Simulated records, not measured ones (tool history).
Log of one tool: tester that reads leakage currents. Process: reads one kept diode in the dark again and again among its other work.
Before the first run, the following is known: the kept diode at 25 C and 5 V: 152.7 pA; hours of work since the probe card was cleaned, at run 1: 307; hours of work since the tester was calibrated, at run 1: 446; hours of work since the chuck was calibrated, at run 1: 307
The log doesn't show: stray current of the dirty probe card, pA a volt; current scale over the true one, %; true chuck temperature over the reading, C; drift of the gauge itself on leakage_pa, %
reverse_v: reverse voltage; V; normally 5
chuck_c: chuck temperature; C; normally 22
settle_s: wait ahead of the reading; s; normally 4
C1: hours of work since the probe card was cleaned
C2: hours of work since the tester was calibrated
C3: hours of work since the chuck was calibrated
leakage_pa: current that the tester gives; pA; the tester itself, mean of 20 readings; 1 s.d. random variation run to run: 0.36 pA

Run 1, hour 0: usual settings; C1 307; C2 446; C3 307. Result: leakage_pa 116.85 pA.
Run 2, hour 138.9: usual settings; C1 364; C2 503; C3 364. Result: leakage_pa 116.43 pA.
Run 3, hour 278.2: usual settings; C1 421; C2 560; C3 421. Result: leakage_pa 115.81 pA.
Run 4, hour 438.3: usual settings; C1 487; C2 626; C3 487. Result: leakage_pa 116.19 pA.
Run 5, hour 551.2: usual settings; C1 533; C2 673; C3 533. Result: leakage_pa 116.33 pA.
Run 6, hour 688.6: usual settings; C1 590; C2 729; C3 590. Result: leakage_pa 115.91 pA.
Run 7, hour 902.9: usual settings; C1 678; C2 817; C3 678. Result: leakage_pa 115.68 pA.
Run 8, hour 1074.2: usual settings but chuck_c 24 C; C1 748; C2 888; C3 748. Result: leakage_pa 136.27 pA.
Run 9, hour 1283: usual settings but chuck_c 24 C; C1 834; C2 974; C3 834. Result: leakage_pa 134.84 pA.
Run 10, hour 1464.9: usual settings but chuck_c 24 C; C1 909; C2 1048; C3 909. Result: leakage_pa 134.63 pA.
Run 11, hour 1634.9: usual settings but chuck_c 24 C; C1 979; C2 1118; C3 979. Result: leakage_pa 134.41 pA.
At hour 1753: probe card cleaned and baked.
Run 12, hour 1756.4: usual settings; C1 1; C2 1167; C3 1027. Result: leakage_pa 106.54 pA.
Run 13, hour 1923.5: usual settings; C1 70; C2 1236; C3 1096. Result: leakage_pa 105.91 pA.
Run 14, hour 2079.6: usual settings but chuck_c 42 C; C1 134; C2 1300; C3 1160. Result: leakage_pa 525.42 pA.
Run 15, hour 2182.8: usual settings but reverse_v 3.4 V; C1 177; C2 1342; C3 1203. Result: leakage_pa 84.59 pA.
Run 16, hour 2289.9: usual settings but reverse_v 3.4 V; C1 221; C2 1386; C3 1247. Result: leakage_pa 84.72 pA.
Run 17, hour 2418.5: usual settings but reverse_v 3.4 V; C1 274; C2 1439; C3 1300. Result: leakage_pa 84.15 pA.
Run 18, hour 2551.3: usual settings but reverse_v 10.14 V, chuck_c 24 C, settle_s 1.55 s; C1 328; C2 1494; C3 1354. Result: leakage_pa 188.76 pA.
At hour 2625.9: chuck's temperature calibrated.
Run 19, hour 2731.2: usual settings but reverse_v 10.14 V, chuck_c 24 C, settle_s 1.55 s; C1 401; C2 1567; C3 43. Result: leakage_pa 221.27 pA.
Run 20, hour 2949.1: usual settings but reverse_v 10.14 V, chuck_c 44 C, settle_s 2.85 s; C1 491; C2 1656; C3 133. Result: leakage_pa 1025.51 pA.
Run 21, hour 3156.9: usual settings but reverse_v 10.14 V, chuck_c 44 C, settle_s 2.85 s; C1 576; C2 1742; C3 218. Result: leakage_pa 1020.07 pA.
Run 22, hour 3379.2: usual settings but reverse_v 10.14 V, chuck_c 44 C, settle_s 2.85 s; C1 668; C2 1833; C3 310. Result: leakage_pa 1009.72 pA.
Run 23, hour 3581: usual settings but reverse_v 10.14 V, chuck_c 44 C, settle_s 2.85 s; C1 751; C2 1916; C3 393. Result: leakage_pa 1002.81 pA.
Run 24, hour 3725.1: usual settings but reverse_v 10.14 V, chuck_c 44 C, settle_s 7.5 s; C1 810; C2 1975; C3 452. Result: leakage_pa 1001.9 pA.
Run 25, hour 3941.3: usual settings but reverse_v 1.63 V, chuck_c 28 C, settle_s 0.96 s; C1 899; C2 2064; C3 541. Result: leakage_pa 101.23 pA.
Run 26, hour 4069.6: usual settings but reverse_v 5.85 V, chuck_c 24 C, settle_s 0.55 s; C1 951; C2 2117; C3 593. Result: leakage_pa 157.85 pA.
Run 27, hour 4221.8: usual settings but reverse_v 5.85 V, chuck_c 24 C, settle_s 0.55 s; C1 1014; C2 2180; C3 656. Result: leakage_pa 157.71 pA.
At hour 4249.2: probe card cleaned and baked.
Run 28, hour 4443.5: usual settings but reverse_v 1.26 V, settle_s 3.37 s; C1 80; C2 2269; C3 746. Result: leakage_pa 50.56 pA.
Run 29, hour 4633.2: usual settings but reverse_v 1.26 V, settle_s 3.37 s; C1 158; C2 2347; C3 824. Result: leakage_pa 50.51 pA.
Run 30, hour 4817.8: usual settings but chuck_c 24 C, settle_s 6.88 s; C1 234; C2 2423; C3 900. Result: leakage_pa 132.03 pA.
Run 31, hour 5027.5: usual settings but chuck_c 24 C, settle_s 6.88 s; C1 320; C2 2510; C3 986. Result: leakage_pa 131.35 pA.
Run 32, hour 5155.4: usual settings but reverse_v 2.05 V, chuck_c 51 C; C1 373; C2 2562; C3 1039. Result: leakage_pa 619.89 pA.
Run 33, hour 5337.2: usual settings but reverse_v 17.2 V, chuck_c 37 C; C1 447; C2 2637; C3 1113. Result: leakage_pa 755.5 pA.
Run 34, hour 5477.6: usual settings but reverse_v 2.01 V, chuck_c 51 C, settle_s 4.25 s; C1 505; C2 2695; C3 1171. Result: leakage_pa 609.55 pA.

Each run again, without the hidden state but with its own random variation kept:
run  leakage_pa
  1      118.66
  2      118.41
  3      118.04
  4      118.67
  5         119
  6      118.74
  7      118.97
  8      141.46
  9      140.52
 10      140.65
 11      140.75
 12      119.21
 13      118.64
 14      586.08
 15       95.23
 16       95.59
 17        95.2
 18      211.99
 19      211.85
 20     1015.11
 21      1017.3
 22     1013.26
 23     1012.65
 24     1016.21
 25      102.85
 26      155.53
 27      155.74
 28       53.71
 29       53.94
 30      140.61
 31      140.33
 32      669.45
 33      814.43
 34      665.71

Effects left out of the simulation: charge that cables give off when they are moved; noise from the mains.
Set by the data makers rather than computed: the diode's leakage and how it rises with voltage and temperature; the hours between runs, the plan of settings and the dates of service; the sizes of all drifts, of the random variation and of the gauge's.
